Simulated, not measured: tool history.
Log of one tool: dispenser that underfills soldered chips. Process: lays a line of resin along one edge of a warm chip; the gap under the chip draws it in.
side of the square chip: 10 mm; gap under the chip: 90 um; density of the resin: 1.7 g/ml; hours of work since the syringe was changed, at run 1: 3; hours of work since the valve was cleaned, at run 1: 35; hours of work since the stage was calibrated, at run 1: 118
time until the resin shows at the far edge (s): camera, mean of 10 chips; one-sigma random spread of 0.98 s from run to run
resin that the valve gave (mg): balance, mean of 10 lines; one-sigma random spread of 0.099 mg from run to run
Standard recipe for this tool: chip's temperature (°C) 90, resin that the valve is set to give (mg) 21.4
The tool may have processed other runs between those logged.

run,hour,chip's temperature (°C),resin that the valve is set to give (mg),hours of work since the syringe was changed,hours of work since the valve was cleaned,hours of work since the stage was calibrated,time until the resin shows at the far edge (s),resin that the valve gave (mg)
1,0,90,21.4,3,35,118,114.3,20.93
# hour 3.9: new syringe of resin
2,5.9,90,21.4,1,39,122,103.9,20.64
# hour 12.9: new syringe of resin
3,12.9,90,21.4,0,43,126,94.6,20.61
4,16.6,96,21.4,2,46,128,93.1,20.5
5,21.1,96,21.4,5,49,131,110.6,20.57
# hour 21.8: new syringe of resin
6,26,96,21.4,3,52,134,98,20.69
# hour 30.5: new syringe of resin
7,33.6,96,21.4,2,56,139,92.5,20.51
# hour 39.5: new syringe of resin
8,41,96,21.4,1,61,144,85,20.36
# hour 48.3: new syringe of resin
9,49.3,96,21.4,1,66,149,86.4,20.18
10,56.1,96,26.5,5,71,153,108.1,25.04
# hour 56.9: new syringe of resin
11,64.3,96,26.5,5,76,158,105,24.91
# hour 65.6: new syringe of resin
12,71.7,102,25.9,4,80,163,85.2,24.04
# hour 74.4: new syringe of resin
13,75.5,86,27.3,1,83,165,108,25.43
# hour 83.3: new syringe of resin
14,83.6,86,27.3,0,88,170,102.3,25.49
# hour 90: dispensing valve cleaned and set on the balance
15,92.5,86,27.3,5,2,175,140.5,27.18
# hour 93.2: new syringe of resin
16,98.7,88,25.1,4,6,179,123.9,25.11

Hidden condition of the tool, last listed run before each entry between runs versus first listed run after:
In the gap between runs 1 and 2: new syringe of resin (hour 3.9)
  resin's viscosity, % of fresh resin's: 120.5 -> 109.2; dose that the valve gives, % of what is set: 97.28 -> 97.02; true chip temperature over the reading, C: -0.47 -> -0.49
  measured less the result without the state, time until the resin shows at the far edge (s): +21.2 -> +10.6; resin that the valve gave (mg): -0.58 -> -0.64
In the gap between runs 2 and 3: new syringe of resin (hour 12.9)
  resin's viscosity, % of fresh resin's: 109.2 -> 99.4; dose that the valve gives, % of what is set: 97.02 -> 96.7; true chip temperature over the reading, C: -0.49 -> -0.51
  measured less the result without the state, time until the resin shows at the far edge (s): +10.6 -> +1.5; resin that the valve gave (mg): -0.64 -> -0.7
In the gap between runs 5 and 6: new syringe of resin (hour 21.8)
  resin's viscosity, % of fresh resin's: 137.3 -> 118.6; dose that the valve gives, % of what is set: 96.32 -> 96.1; true chip temperature over the reading, C: -0.53 -> -0.54
  measured less the result without the state, time until the resin shows at the far edge (s): +31.8 -> +17.3; resin that the valve gave (mg): -0.78 -> -0.84
In the gap between runs 6 and 7: new syringe of resin (hour 30.5)
  resin's viscosity, % of fresh resin's: 118.6 -> 114; dose that the valve gives, % of what is set: 96.1 -> 95.73; true chip temperature over the reading, C: -0.54 -> -0.56
  measured less the result without the state, time until the resin shows at the far edge (s): +17.3 -> +13.3; resin that the valve gave (mg): -0.84 -> -0.92
In the gap between runs 7 and 8: new syringe of resin (hour 39.5)
  resin's viscosity, % of fresh resin's: 114 -> 104.8; dose that the valve gives, % of what is set: 95.73 -> 95.38; true chip temperature over the reading, C: -0.56 -> -0.59
  measured less the result without the state, time until the resin shows at the far edge (s): +13.3 -> +6; resin that the valve gave (mg): -0.92 -> -0.99
In the gap between runs 8 and 9: new syringe of resin (hour 48.3)
  resin's viscosity, % of fresh resin's: 104.8 -> 104.5; dose that the valve gives, % of what is set: 95.38 -> 95.01; true chip temperature over the reading, C: -0.59 -> -0.61
  measured less the result without the state, time until the resin shows at the far edge (s): +6 -> +6; resin that the valve gave (mg): -0.99 -> -1.06
In the gap between runs 10 and 11: new syringe of resin (hour 56.9)
  resin's viscosity, % of fresh resin's: 137.2 -> 133.8; dose that the valve gives, % of what is set: 94.66 -> 94.27; true chip temperature over the reading, C: -0.63 -> -0.65
  measured less the result without the state, time until the resin shows at the far edge (s): +31 -> +28.3; resin that the valve gave (mg): -1.41 -> -1.51
In the gap between runs 11 and 12: new syringe of resin (hour 65.6)
  resin's viscosity, % of fresh resin's: 133.8 -> 126.3; dose that the valve gives, % of what is set: 94.27 -> 93.92; true chip temperature over the reading, C: -0.65 -> -0.67
  measured less the result without the state, time until the resin shows at the far edge (s): +28.3 -> +19.4; resin that the valve gave (mg): -1.51 -> -1.55
In the gap between runs 12 and 13: new syringe of resin (hour 74.4)
  resin's viscosity, % of fresh resin's: 126.3 -> 103.2; dose that the valve gives, % of what is set: 93.92 -> 93.75; true chip temperature over the reading, C: -0.67 -> -0.69
  measured less the result without the state, time until the resin shows at the far edge (s): +19.4 -> +5.9; resin that the valve gave (mg): -1.55 -> -1.69
In the gap between runs 13 and 14: new syringe of resin (hour 83.3)
  resin's viscosity, % of fresh resin's: 103.2 -> 100.6; dose that the valve gives, % of what is set: 93.75 -> 93.36; true chip temperature over the reading, C: -0.69 -> -0.71
  measured less the result without the state, time until the resin shows at the far edge (s): +5.9 -> +3.1; resin that the valve gave (mg): -1.69 -> -1.81
In the gap between runs 14 and 15: dispensing valve cleaned and set on the balance (hour 90)
  resin's viscosity, % of fresh resin's: 100.6 -> 137.1; dose that the valve gives, % of what is set: 93.36 -> 99.66; true chip temperature over the reading, C: -0.71 -> -0.73
  measured less the result without the state, time until the resin shows at the far edge (s): +3.1 -> +40; resin that the valve gave (mg): -1.81 -> -0.09
In the gap between runs 15 and 16: new syringe of resin (hour 93.2)
  resin's viscosity, % of fresh resin's: 137.1 -> 125.9; dose that the valve gives, % of what is set: 99.66 -> 99.37; true chip temperature over the reading, C: -0.73 -> -0.75
  measured less the result without the state, time until the resin shows at the far edge (s): +40 -> +27.5; resin that the valve gave (mg): -0.09 -> -0.16
